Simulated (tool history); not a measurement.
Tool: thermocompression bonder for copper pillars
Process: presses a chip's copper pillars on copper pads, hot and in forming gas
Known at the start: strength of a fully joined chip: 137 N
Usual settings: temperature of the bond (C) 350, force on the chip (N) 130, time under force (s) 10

run,hour,temperature of the bond (C),force on the chip (N),time under force (s),force that shears a chip off (N)
1,0.0,350,130,10,75.6
2,8.7,350,130,10,74.1
3,17.5,350,130,10,75.1
4,25.0,350,130,10,74.7
5,38.1,350,130,10,73.5
6,45.2,350,130,12,78.1
7,57.3,326,130,10,60.2
8,66.7,326,130,10,61.1
9,76.9,326,130,10,61.7
# hour 84.9: forming gas filter changed
10,86.3,326,130,8,60.5
11,92.3,339,101,9,54.9
12,99.3,339,101,9,55.1
13,110.7,373,143,15,106.4
14,123.9,373,143,15,105.5
15,136.2,324,106,10,53.1
16,146.1,324,106,10,51.8
17,156.9,335,130,21,87.7
18,164.9,335,130,21,86.9
19,170.6,335,130,21,86.9
20,178.5,348,127,21,92.0

5 ways to go on from here, each from the tool as it stands after run 20. What would each give?
A,184.6,365,127,21,?
B,184.6,350,158,17,?
C,184.6,354,130,10,?
D,184.6,348,158,21,?
E,184.6,335,127,21,?

run,force that shears a chip off (N)
A,100.9
B,102.2
C,78.4
D,105.1
E,85.2
Without the tool's hidden state the same runs would have given:
run,force that shears a chip off (N)
A,104.5
B,105.9
C,81.6
D,108.8
E,88.8
